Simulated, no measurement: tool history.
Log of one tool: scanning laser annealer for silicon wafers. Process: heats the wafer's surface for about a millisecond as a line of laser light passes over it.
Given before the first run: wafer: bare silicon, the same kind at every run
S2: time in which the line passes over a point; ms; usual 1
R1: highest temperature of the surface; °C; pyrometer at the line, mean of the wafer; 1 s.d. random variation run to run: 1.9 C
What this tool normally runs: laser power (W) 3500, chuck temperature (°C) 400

run 1 hour=0 | laser_power_(W)=3500 S2=1 chuck_temperature_(°C)=400 | R1=1183
run 2 hour=26.9 | laser_power_(W)=3500 S2=1 chuck_temperature_(°C)=400 | R1=1179
run 3 hour=67.1 | laser_power_(W)=3500 S2=1 chuck_temperature_(°C)=400 | R1=1178
run 4 hour=94.2 | laser_power_(W)=3500 S2=0.78 chuck_temperature_(°C)=400 | R1=1087
run 5 hour=143.4 | laser_power_(W)=3500 S2=1.03 chuck_temperature_(°C)=400 | R1=1189
run 6 hour=172.4 | laser_power_(W)=3500 S2=1.03 chuck_temperature_(°C)=400 | R1=1184
run 7 hour=194.9 | laser_power_(W)=3500 S2=1.03 chuck_temperature_(°C)=400 | R1=1188
run 8 hour=227.1 | laser_power_(W)=3500 S2=1 chuck_temperature_(°C)=400 | R1=1176
run 9 hour=274.6 | laser_power_(W)=3500 S2=1 chuck_temperature_(°C)=400 | R1=1169
run 10 hour=310.5 | laser_power_(W)=3500 S2=1 chuck_temperature_(°C)=400 | R1=1175
run 11 hour=349.4 | laser_power_(W)=3500 S2=1 chuck_temperature_(°C)=376 | R1=1146
run 12 hour=374.8 | laser_power_(W)=3192 S2=1 chuck_temperature_(°C)=400 | R1=1108
run 13 hour=398.1 | laser_power_(W)=3192 S2=1 chuck_temperature_(°C)=400 | R1=1106
run 14 hour=449.1 | laser_power_(W)=3192 S2=1 chuck_temperature_(°C)=416 | R1=1115
run 15 hour=477.3 | laser_power_(W)=3192 S2=1 chuck_temperature_(°C)=416 | R1=1119
run 16 hour=518.8 | laser_power_(W)=3192 S2=1 chuck_temperature_(°C)=416 | R1=1117
run 17 hour=558.5 | laser_power_(W)=3141 S2=1.02 chuck_temperature_(°C)=400 | R1=1096
run 18 hour=586.2 | laser_power_(W)=3141 S2=1.02 chuck_temperature_(°C)=403 | R1=1103

Run 19 is up next; what results do you expect?
-- hour=604.2 window over the wafer cleaned
run 19 hour=622.8 | laser_power_(W)=3022 S2=1 chuck_temperature_(°C)=392 | R1=?

R1: 1068 °C
On a tool with no hidden condition, and with the same random variation, this run would have come out at R1 1084 °C.
